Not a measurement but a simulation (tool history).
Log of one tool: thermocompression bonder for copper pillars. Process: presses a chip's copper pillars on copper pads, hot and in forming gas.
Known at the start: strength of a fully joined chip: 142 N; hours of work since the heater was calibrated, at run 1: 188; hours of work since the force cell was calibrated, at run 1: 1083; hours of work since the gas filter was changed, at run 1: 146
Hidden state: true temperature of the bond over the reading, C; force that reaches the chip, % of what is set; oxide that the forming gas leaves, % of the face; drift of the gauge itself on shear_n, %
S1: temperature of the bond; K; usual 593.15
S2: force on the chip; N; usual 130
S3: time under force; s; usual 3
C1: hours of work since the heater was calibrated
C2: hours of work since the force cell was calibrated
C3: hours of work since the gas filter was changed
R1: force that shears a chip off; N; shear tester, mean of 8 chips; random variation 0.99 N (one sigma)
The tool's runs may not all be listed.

Run 1, day 0.000: usual settings; C1 188; C2 1083; C3 146. Result: R1 79.8 N.
Run 2, day 2.308: usual settings; C1 231; C2 1126; C3 189. Result: R1 79.0 N.
Run 3, day 3.692: usual settings; C1 256; C2 1151; C3 215. Result: R1 77.0 N.
Run 4, day 5.254: usual settings but S1 581.15 K; C1 285; C2 1180; C3 244. Result: R1 70.2 N.
At day 5.742: forming gas filter changed.
Run 5, day 7.158: usual settings but S1 581.15 K, S3 2 s; C1 320; C2 1215; C3 26. Result: R1 67.4 N.
Run 6, day 8.721: usual settings; C1 349; C2 1244; C3 55. Result: R1 83.8 N.
Run 7, day 9.967: usual settings; C1 372; C2 1267; C3 78. Result: R1 81.4 N.
Run 8, day 11.204: usual settings but S3 5 s; C1 395; C2 1290; C3 101. Result: R1 95.3 N.
Run 9, day 12.679: usual settings but S2 81 N; C1 422; C2 1317; C3 128. Result: R1 50.6 N.
Run 10, day 13.775: usual settings but S1 588.15 K, S2 95 N, S3 4 s; C1 442; C2 1338; C3 149. Result: R1 62.7 N.
At day 14.542: force cell calibrated.
Run 11, day 16.000: usual settings but S1 588.15 K, S2 126 N, S3 7 s; C1 482; C2 27; C3 189. Result: R1 92.5 N.
Run 12, day 17.808: usual settings but S3 2 s; C1 516; C2 60; C3 222. Result: R1 66.3 N.
At day 19.342: forming gas filter changed.
Run 13, day 19.988: usual settings but S1 587.15 K, S2 102 N, S3 2 s; C1 556; C2 100; C3 12. Result: R1 54.0 N.

Forecast run 14:
Run 14, day 21.567: usual settings but S1 589.15 K, S2 116 N, S3 5 s; C1 585; C2 130; C3 41. Result: R1 ?.

Run 14 gave R1 83.4 N.
Without the tool's hidden state the same run would have given R1 88.6 N.
